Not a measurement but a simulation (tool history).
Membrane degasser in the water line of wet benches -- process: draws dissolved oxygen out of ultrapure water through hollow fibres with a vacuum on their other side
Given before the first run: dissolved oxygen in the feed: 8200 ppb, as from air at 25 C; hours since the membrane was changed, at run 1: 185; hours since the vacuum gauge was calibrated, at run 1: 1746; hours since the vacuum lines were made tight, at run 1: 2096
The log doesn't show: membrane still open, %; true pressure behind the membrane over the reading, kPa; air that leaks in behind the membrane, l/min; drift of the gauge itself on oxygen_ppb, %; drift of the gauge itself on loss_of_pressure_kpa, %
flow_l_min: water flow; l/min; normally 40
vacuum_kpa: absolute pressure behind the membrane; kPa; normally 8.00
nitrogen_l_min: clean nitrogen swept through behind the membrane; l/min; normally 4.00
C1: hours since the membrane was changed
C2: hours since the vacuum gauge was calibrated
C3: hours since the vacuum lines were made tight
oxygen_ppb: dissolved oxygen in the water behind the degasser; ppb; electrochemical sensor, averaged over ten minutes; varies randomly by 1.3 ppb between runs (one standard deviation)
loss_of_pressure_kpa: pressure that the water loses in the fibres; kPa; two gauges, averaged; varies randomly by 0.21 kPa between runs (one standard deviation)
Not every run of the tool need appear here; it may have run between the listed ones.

run 1 hour=0.0 | flow_l_min=40 vacuum_kpa=8.00 nitrogen_l_min=4.00 | C1=185 C2=1746 C3=2096 | oxygen_ppb=126.9 loss_of_pressure_kpa=47.53
run 2 hour=128.6 | flow_l_min=40 vacuum_kpa=8.00 nitrogen_l_min=4.00 | C1=314 C2=1874 C3=2225 | oxygen_ppb=124.8 loss_of_pressure_kpa=47.97
run 3 hour=192.6 | flow_l_min=40 vacuum_kpa=14.58 nitrogen_l_min=4.00 | C1=378 C2=1938 C3=2289 | oxygen_ppb=277.7 loss_of_pressure_kpa=47.74
run 4 hour=281.9 | flow_l_min=40 vacuum_kpa=14.58 nitrogen_l_min=4.00 | C1=467 C2=2028 C3=2378 | oxygen_ppb=276.4 loss_of_pressure_kpa=47.75
run 5 hour=406.3 | flow_l_min=40 vacuum_kpa=14.58 nitrogen_l_min=4.00 | C1=592 C2=2152 C3=2503 | oxygen_ppb=277.7 loss_of_pressure_kpa=48.20
run 6 hour=481.7 | flow_l_min=40 vacuum_kpa=14.58 nitrogen_l_min=4.00 | C1=667 C2=2228 C3=2578 | oxygen_ppb=274.0 loss_of_pressure_kpa=47.90
run 7 hour=585.5 | flow_l_min=40 vacuum_kpa=14.58 nitrogen_l_min=4.00 | C1=771 C2=2331 C3=2682 | oxygen_ppb=271.1 loss_of_pressure_kpa=47.41
run 8 hour=654.1 | flow_l_min=40 vacuum_kpa=17.72 nitrogen_l_min=4.00 | C1=840 C2=2400 C3=2750 | oxygen_ppb=343.9 loss_of_pressure_kpa=47.79
run 9 hour=742.9 | flow_l_min=40 vacuum_kpa=8.00 nitrogen_l_min=4.00 | C1=928 C2=2489 C3=2839 | oxygen_ppb=125.1 loss_of_pressure_kpa=47.61
run 10 hour=874.7 | flow_l_min=40 vacuum_kpa=8.00 nitrogen_l_min=4.00 | C1=1060 C2=2621 C3=2971 | oxygen_ppb=127.3 loss_of_pressure_kpa=47.81
run 11 hour=998.9 | flow_l_min=40 vacuum_kpa=8.00 nitrogen_l_min=3.99 | C1=1184 C2=2745 C3=3095 | oxygen_ppb=124.9 loss_of_pressure_kpa=48.17
-- hour=1059.7 seals of the vacuum lines changed
run 12 hour=1068.8 | flow_l_min=40 vacuum_kpa=8.00 nitrogen_l_min=4.00 | C1=1252 C2=2813 C3=9 | oxygen_ppb=126.2 loss_of_pressure_kpa=47.44
run 13 hour=1148.7 | flow_l_min=40 vacuum_kpa=8.00 nitrogen_l_min=4.00 | C1=1332 C2=2893 C3=89 | oxygen_ppb=127.2 loss_of_pressure_kpa=48.00
run 14 hour=1243.9 | flow_l_min=40 vacuum_kpa=8.00 nitrogen_l_min=4.00 | C1=1427 C2=2988 C3=184 | oxygen_ppb=127.1 loss_of_pressure_kpa=47.62
run 15 hour=1323.0 | flow_l_min=40 vacuum_kpa=8.00 nitrogen_l_min=4.00 | C1=1506 C2=3067 C3=263 | oxygen_ppb=126.2 loss_of_pressure_kpa=47.84
run 16 hour=1435.3 | flow_l_min=40 vacuum_kpa=8.00 nitrogen_l_min=4.00 | C1=1619 C2=3179 C3=376 | oxygen_ppb=125.8 loss_of_pressure_kpa=47.71
run 17 hour=1518.4 | flow_l_min=48 vacuum_kpa=13.94 nitrogen_l_min=2.40 | C1=1702 C2=3262 C3=459 | oxygen_ppb=465.4 loss_of_pressure_kpa=57.23
run 18 hour=1630.8 | flow_l_min=24 vacuum_kpa=12.28 nitrogen_l_min=3.93 | C1=1814 C2=3375 C3=571 | oxygen_ppb=135.9 loss_of_pressure_kpa=28.62
run 19 hour=1752.6 | flow_l_min=24 vacuum_kpa=14.53 nitrogen_l_min=2.71 | C1=1936 C2=3496 C3=693 | oxygen_ppb=236.9 loss_of_pressure_kpa=28.77

Run 20, settings as shown, results not yet in. Your forecast:
run 20 hour=1845.6 | flow_l_min=40 vacuum_kpa=7.33 nitrogen_l_min=4.00 | C1=2029 C2=3590 C3=786 | oxygen_ppb=? loss_of_pressure_kpa=?

oxygen_ppb: 109.3 ppb
loss_of_pressure_kpa: 47.91 kPa
With the hidden condition absent and the run-to-run variation left alone, this run would have shown oxygen_ppb 109.0 ppb, loss_of_pressure_kpa 47.88 kPa.

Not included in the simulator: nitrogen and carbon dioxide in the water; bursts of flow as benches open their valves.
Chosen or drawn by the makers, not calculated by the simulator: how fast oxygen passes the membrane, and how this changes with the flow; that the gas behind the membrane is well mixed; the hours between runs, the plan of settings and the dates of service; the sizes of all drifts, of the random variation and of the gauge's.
